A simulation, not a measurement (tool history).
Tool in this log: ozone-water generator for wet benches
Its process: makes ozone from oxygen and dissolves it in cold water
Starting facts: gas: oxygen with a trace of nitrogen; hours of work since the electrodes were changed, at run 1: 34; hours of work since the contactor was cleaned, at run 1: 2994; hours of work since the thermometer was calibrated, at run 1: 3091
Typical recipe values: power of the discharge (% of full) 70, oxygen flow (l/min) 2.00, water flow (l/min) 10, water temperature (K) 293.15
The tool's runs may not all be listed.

run,hour,power of the discharge (% of full),oxygen flow (l/min),water flow (l/min),water temperature (K),hours of work since the electrodes were changed,hours of work since the contactor was cleaned,hours of work since the thermometer was calibrated,dissolved ozone (ppm),ozone in the gas ahead of the water (g/m3)
1,0.0,70,2.00,10,293.15,34,2994,3091,14.5,144.9
2,33.9,70,2.00,10,293.15,56,3017,3114,14.6,146.0
3,68.3,70,2.00,13,293.15,79,3040,3137,11.7,145.0
4,110.5,70,2.00,13,293.15,107,3068,3164,11.6,144.3
5,136.5,70,2.00,13,293.15,124,3085,3182,11.6,147.0
6,195.5,70,1.53,10,293.15,163,3124,3221,13.8,159.7
7,246.1,70,1.53,6,293.15,197,3157,3254,20.2,163.2
8,295.3,70,2.00,10,293.15,229,3190,3287,14.6,144.7
# hour 335.2: water thermometer calibrated
9,347.3,70,2.00,10,293.15,264,3224,8,14.2,145.2
10,391.1,70,2.00,10,293.15,293,3253,37,14.5,147.1
11,417.4,70,2.00,10,293.15,310,3270,54,14.3,145.8
12,444.4,70,2.00,10,293.15,328,3288,72,14.6,146.5
13,489.1,70,2.00,10,293.15,357,3318,102,14.5,146.2
14,538.8,70,2.00,7,293.15,390,3351,135,18.7,147.7
15,576.3,70,2.00,7,293.15,415,3375,160,18.6,145.5
16,622.5,70,2.00,7,293.15,446,3406,190,18.8,145.0

Run 17 comes next. What will it give?
17,676.9,70,2.00,10,288.15,482,3442,226,?,?

{"run 17": {"dissolved ozone (ppm)": 15.4, "ozone in the gas ahead of the water (g/m3)": 144.2}}
If the tool had no hidden condition, the same run with the same run-to-run variation would have returned dissolved ozone (ppm) 15.4, ozone in the gas ahead of the water (g/m3) 144.2.
